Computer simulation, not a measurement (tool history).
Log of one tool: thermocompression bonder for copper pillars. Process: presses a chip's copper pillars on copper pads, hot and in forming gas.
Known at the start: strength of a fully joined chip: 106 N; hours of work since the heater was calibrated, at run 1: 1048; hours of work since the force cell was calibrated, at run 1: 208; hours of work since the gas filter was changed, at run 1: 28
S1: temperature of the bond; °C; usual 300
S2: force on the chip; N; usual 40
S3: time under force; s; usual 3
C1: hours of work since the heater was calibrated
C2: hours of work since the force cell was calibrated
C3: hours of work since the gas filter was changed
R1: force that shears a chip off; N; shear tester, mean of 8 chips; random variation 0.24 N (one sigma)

run    day   S1  S2  S3    C1   C2  C3    R1
  1  0.000  300  40   3  1048  208  28  42.6
  2  0.742  300  53   3  1059  219  39  51.6
  3  1.358  300  53   3  1068  228  48  51.3
  4  1.917  300  40   3  1076  236  56  42.3
     3.067  -- heater calibrated with a thermocouple chip
  5  3.233  300  40   3     2  254  74  42.1
  6  4.375  300  40   3    19  271  90  42.1

Forecast run 7:
  7  4.925  300  25   2  27  279  98   ?

Run 7 gave R1 25.2 N.
Without the tool's hidden state the same run would have given R1 25.3 N.

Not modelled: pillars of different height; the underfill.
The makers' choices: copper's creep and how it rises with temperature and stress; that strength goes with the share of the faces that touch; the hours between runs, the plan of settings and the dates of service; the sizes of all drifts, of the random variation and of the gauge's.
